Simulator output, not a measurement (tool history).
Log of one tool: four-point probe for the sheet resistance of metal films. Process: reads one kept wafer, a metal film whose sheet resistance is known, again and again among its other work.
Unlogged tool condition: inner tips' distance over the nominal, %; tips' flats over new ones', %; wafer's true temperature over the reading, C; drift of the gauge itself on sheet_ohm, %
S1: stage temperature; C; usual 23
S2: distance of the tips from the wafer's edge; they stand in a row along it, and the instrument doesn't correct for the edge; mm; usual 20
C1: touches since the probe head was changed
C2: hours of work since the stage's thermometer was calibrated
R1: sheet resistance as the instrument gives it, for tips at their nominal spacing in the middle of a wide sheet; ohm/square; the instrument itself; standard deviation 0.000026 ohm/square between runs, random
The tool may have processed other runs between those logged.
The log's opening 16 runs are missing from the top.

run 17 hour=244.2 | S1=23 S2=20 | C1=22428 C2=380 | R1=0.130016
run 18 hour=255.6 | S1=19 S2=20 | C1=22962 C2=386 | R1=0.130357
run 19 hour=271.9 | S1=19 S2=20 | C1=23715 C2=396 | R1=0.130344
run 20 hour=280.7 | S1=23 S2=24 | C1=24128 C2=401 | R1=0.129973
run 21 hour=294.6 | S1=26 S2=20 | C1=24775 C2=409 | R1=0.129783
run 22 hour=314.0 | S1=35 S2=44 | C1=25673 C2=420 | R1=0.129029
run 23 hour=332.3 | S1=34 S2=20 | C1=26527 C2=431 | R1=0.129218
-- hour=334.1 stage's thermometer calibrated
run 24 hour=351.8 | S1=30 S2=4 | C1=27410 C2=10 | R1=0.133566

Predict the results of run 25:
run 25 hour=365.0 | S1=26 S2=5 | C1=28023 C2=18 | R1=?

R1: 0.132361 ohm/square
The same run, on a tool lacking any hidden state, would have yielded R1 0.132497 ohm/square.
